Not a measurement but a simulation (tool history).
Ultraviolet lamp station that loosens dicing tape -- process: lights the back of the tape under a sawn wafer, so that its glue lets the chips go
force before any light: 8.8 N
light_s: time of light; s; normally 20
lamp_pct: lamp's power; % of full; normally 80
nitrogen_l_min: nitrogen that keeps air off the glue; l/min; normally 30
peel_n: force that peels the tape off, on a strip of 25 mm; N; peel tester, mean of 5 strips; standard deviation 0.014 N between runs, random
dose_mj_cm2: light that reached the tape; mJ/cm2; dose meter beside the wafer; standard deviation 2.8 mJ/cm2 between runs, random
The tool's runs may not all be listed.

Run 1, hour 0.0: usual settings. Result: peel_n 0.928 N, dose_mj_cm2 343 mJ/cm2.
Run 2, hour 5.6: usual settings. Result: peel_n 0.913 N, dose_mj_cm2 338 mJ/cm2.
Run 3, hour 16.0: usual settings. Result: peel_n 0.911 N, dose_mj_cm2 339 mJ/cm2.
Run 4, hour 27.3: usual settings but nitrogen_l_min 32 l/min. Result: peel_n 0.914 N, dose_mj_cm2 336 mJ/cm2.
Run 5, hour 38.8: usual settings but light_s 19 s. Result: peel_n 1.053 N, dose_mj_cm2 317 mJ/cm2.
Run 6, hour 49.8: usual settings but light_s 19 s. Result: peel_n 1.016 N, dose_mj_cm2 321 mJ/cm2.
Run 7, hour 58.2: usual settings but light_s 19 s. Result: peel_n 1.030 N, dose_mj_cm2 316 mJ/cm2.
Run 8, hour 67.5: usual settings but light_s 19 s. Result: peel_n 1.083 N, dose_mj_cm2 316 mJ/cm2.
Run 9, hour 80.1: usual settings but light_s 19 s. Result: peel_n 1.049 N, dose_mj_cm2 314 mJ/cm2.
Run 10, hour 93.2: usual settings but light_s 19 s, lamp_pct 70 % of full. Result: peel_n 1.385 N, dose_mj_cm2 268 mJ/cm2.
Run 11, hour 105.4: usual settings. Result: peel_n 0.981 N, dose_mj_cm2 325 mJ/cm2.
Run 12, hour 113.2: usual settings but nitrogen_l_min 13 l/min. Result: peel_n 1.619 N, dose_mj_cm2 326 mJ/cm2.
Run 13, hour 122.7: usual settings but nitrogen_l_min 13 l/min. Result: peel_n 1.651 N, dose_mj_cm2 324 mJ/cm2.
Run 14, hour 132.8: usual settings but nitrogen_l_min 13 l/min. Result: peel_n 1.689 N, dose_mj_cm2 326 mJ/cm2.
Run 15, hour 138.5: usual settings. Result: peel_n 0.996 N, dose_mj_cm2 325 mJ/cm2.
Run 16, hour 146.5: usual settings but light_s 34 s. Result: peel_n 0.329 N, dose_mj_cm2 545 mJ/cm2.
Run 17, hour 155.5: usual settings but lamp_pct 85 % of full. Result: peel_n 0.879 N, dose_mj_cm2 344 mJ/cm2.
Run 18, hour 162.9: usual settings but light_s 25 s, lamp_pct 85 % of full. Result: peel_n 0.570 N, dose_mj_cm2 430 mJ/cm2.
Run 19, hour 175.8: usual settings but light_s 25 s, lamp_pct 85 % of full, nitrogen_l_min 24 l/min. Result: peel_n 0.661 N, dose_mj_cm2 427 mJ/cm2.
Run 20, hour 183.8: usual settings but light_s 25 s, lamp_pct 85 % of full, nitrogen_l_min 24 l/min. Result: peel_n 0.681 N, dose_mj_cm2 421 mJ/cm2.
Run 21, hour 196.5: usual settings but light_s 25 s, lamp_pct 85 % of full, nitrogen_l_min 24 l/min. Result: peel_n 0.709 N, dose_mj_cm2 426 mJ/cm2.
Run 22, hour 202.3: usual settings but light_s 14 s, lamp_pct 85 % of full, nitrogen_l_min 41 l/min. Result: peel_n 1.528 N, dose_mj_cm2 234 mJ/cm2.
Run 23, hour 215.3: usual settings but light_s 12 s, lamp_pct 71 % of full, nitrogen_l_min 14 l/min. Result: peel_n 3.619 N, dose_mj_cm2 170 mJ/cm2.
Run 24, hour 224.9: usual settings but light_s 12 s, lamp_pct 71 % of full, nitrogen_l_min 14 l/min. Result: peel_n 3.529 N, dose_mj_cm2 166 mJ/cm2.
Run 25, hour 236.6: usual settings but light_s 12 s, lamp_pct 71 % of full, nitrogen_l_min 14 l/min. Result: peel_n 3.520 N, dose_mj_cm2 168 mJ/cm2.
At hour 237.9: window cleaned of glue's vapour.
Run 26, hour 249.4: usual settings but light_s 37 s, lamp_pct 77 % of full, nitrogen_l_min 54 l/min. Result: peel_n 0.254 N, dose_mj_cm2 537 mJ/cm2.
Run 27, hour 261.2: usual settings but light_s 12 s, nitrogen_l_min 28 l/min. Result: peel_n 2.574 N, dose_mj_cm2 180 mJ/cm2.
At hour 264.7: window cleaned of glue's vapour, once more.
Run 28, hour 269.0: usual settings but light_s 10 s, lamp_pct 76 % of full, nitrogen_l_min 12 l/min. Result: peel_n 4.091 N, dose_mj_cm2 154 mJ/cm2.
Run 29, hour 281.4: usual settings but light_s 26 s, nitrogen_l_min 10 l/min. Result: peel_n 1.216 N, dose_mj_cm2 420 mJ/cm2.
Run 30, hour 288.0: usual settings but light_s 16 s, nitrogen_l_min 13 l/min. Result: peel_n 2.242 N, dose_mj_cm2 256 mJ/cm2.
Run 31, hour 297.6: usual settings but light_s 15 s, lamp_pct 98 % of full, nitrogen_l_min 19 l/min. Result: peel_n 1.570 N, dose_mj_cm2 294 mJ/cm2.
Run 32, hour 307.6: usual settings but light_s 13 s, lamp_pct 74 % of full. Result: peel_n 2.325 N, dose_mj_cm2 192 mJ/cm2.
Run 33, hour 315.4: usual settings but nitrogen_l_min 13 l/min. Result: peel_n 1.655 N, dose_mj_cm2 318 mJ/cm2.
Run 34, hour 323.3: usual settings but nitrogen_l_min 13 l/min. Result: peel_n 1.622 N, dose_mj_cm2 315 mJ/cm2.
Run 35, hour 330.2: usual settings but nitrogen_l_min 13 l/min. Result: peel_n 1.672 N, dose_mj_cm2 315 mJ/cm2.
Run 36, hour 338.0: usual settings but nitrogen_l_min 13 l/min. Result: peel_n 1.721 N, dose_mj_cm2 316 mJ/cm2.
Run 37, hour 343.6: usual settings but light_s 19 s, lamp_pct 65 % of full, nitrogen_l_min 22 l/min. Result: peel_n 1.911 N, dose_mj_cm2 241 mJ/cm2.
Run 38, hour 353.6: usual settings but light_s 10 s, lamp_pct 87 % of full, nitrogen_l_min 11 l/min. Result: peel_n 3.724 N, dose_mj_cm2 168 mJ/cm2.

Measured result minus the same run's result without the hidden state. Both carry the same run-to-run variation, though not necessarily the same gauge scatter:
Unlogged tool condition in this case: lamp's light, % of a new lamp's; light that the window lets through, % of a clean one's; drift of the gauge itself on peel_n, %; drift of the gauge itself on dose_mj_cm2, %.
run  peel_n  dose_mj_cm2
  1  +0.239          -52
  2  +0.237          -53
  3  +0.243          -54
  4  +0.249          -55
  5  +0.284          -54
  6  +0.280          -55
  7  +0.287          -56
  8  +0.307          -57
  9  +0.303          -58
 10  +0.381          -52
 11  +0.301          -64
 12  +0.436          -65
 13  +0.448          -66
 14  +0.466          -67
 15  +0.321          -69
 16  +0.093         -116
 17  +0.297          -74
 18  +0.199          -94
 19  +0.234          -95
 20  +0.244          -97
 21  +0.255          -99
 22  +0.483          -56
 23  +0.707          -41
 24  +0.698          -42
 25  +0.709          -42
 26  +0.066         -155
 27  +0.758          -54
 28  +0.623          -33
 29  +0.382          -92
 30  +0.552          -56
 31  +0.474          -66
 32  +0.586          -43
 33  +0.497          -73
 34  +0.491          -75
 35  +0.510          -75
 36  +0.532          -77
 37  +0.561          -59
 38  +0.704          -43

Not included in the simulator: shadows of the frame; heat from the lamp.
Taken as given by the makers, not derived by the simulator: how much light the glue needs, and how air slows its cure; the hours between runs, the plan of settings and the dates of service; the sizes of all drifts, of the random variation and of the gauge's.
